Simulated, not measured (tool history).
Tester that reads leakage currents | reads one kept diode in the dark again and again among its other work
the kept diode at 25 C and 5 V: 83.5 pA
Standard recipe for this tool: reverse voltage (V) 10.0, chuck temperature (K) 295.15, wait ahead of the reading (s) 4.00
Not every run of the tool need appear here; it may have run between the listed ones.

run    hour  reverse voltage (V)  chuck temperature (K)  wait ahead of the reading (s)  current that the tester gives (pA)
  1     0.0                 10.0                 295.15                           4.00                               85.67
  2   136.0                 10.0                 295.15                           4.00                               87.54
  3   252.9                 10.0                 295.15                           4.00                               88.44
  4   373.7                 10.0                 295.15                           0.56                               95.30
  5   602.1                 10.0                 295.15                           4.00                               92.73
  6   749.8                 10.0                 295.15                           4.00                               94.83
  7   898.4                 10.0                 295.15                           4.00                               96.95
  8  1066.3                 10.0                 295.15                           4.00                               98.96
     1090.4  -- chuck's temperature calibrated
  9  1332.7                 10.0                 296.15                           4.00                               91.48
     1522.5  -- tester calibrated
 10  1528.3                 10.0                 296.15                           4.00                               94.59
 11  1756.6                 10.0                 296.15                           0.73                              101.30
 12  1893.7                 10.0                 296.15                           0.73                              102.92
 13  2105.2                 10.0                 296.15                           0.73                              104.92
 14  2266.8                 10.0                 296.15                           0.73                              107.09
 15  2519.4                 10.0                 296.15                           7.64                              106.75
 16  2744.4                  8.9                 293.15                           3.25                               81.15
     2836.0  -- chuck's temperature calibrated
 17  2937.6                  8.9                 293.15                           3.25                               65.51
 18  3119.7                  8.5                 293.15                           1.60                               66.73
     3182.4  -- probe card cleaned and baked
 19  3249.5                  4.5                 301.15                           4.00                              110.83
 20  3410.9                 11.6                 295.15                           7.19                               89.02
 21  3538.6                  2.1                 307.15                           3.04                              153.82
 22  3730.9                  2.1                 307.15                           3.04                              157.88
 23  3843.9                  2.1                 307.15                           3.04                              159.61
 24  4013.8                  2.1                 307.15                           3.04                              163.50
 25  4162.1                  2.1                 307.15                           3.04                              166.86
 26  4329.4                  1.1                 295.15                           1.72                               45.78
 27  4449.8                  1.6                 327.15                           1.72                              813.30
     4581.0  -- chuck's temperature calibrated
 28  4630.2                  1.6                 327.15                           1.72                              693.74
 29  4816.1                  1.6                 327.15                           1.79                              709.05

4 ways to go on from here, each from the tool as it stands after run 29. What would each give?
  A  4945.8                  1.6                 295.15                           1.79                                   ?
  B  4945.8                 10.0                 312.15                           3.82                                   ?
  C  4945.8                 10.0                 324.15                           1.49                                   ?
  D  4945.8                  1.2                 310.15                           1.39                                   ?

run  current that the tester gives (pA)
  A                               45.20
  B                              386.80
  C                             1032.58
  D                              161.09
The same runs, with their run-to-run variation unchanged, on a tool lacking any hidden condition would have given:
run  current that the tester gives (pA)
  A                               43.23
  B                              372.19
  C                              998.57
  D                              155.23

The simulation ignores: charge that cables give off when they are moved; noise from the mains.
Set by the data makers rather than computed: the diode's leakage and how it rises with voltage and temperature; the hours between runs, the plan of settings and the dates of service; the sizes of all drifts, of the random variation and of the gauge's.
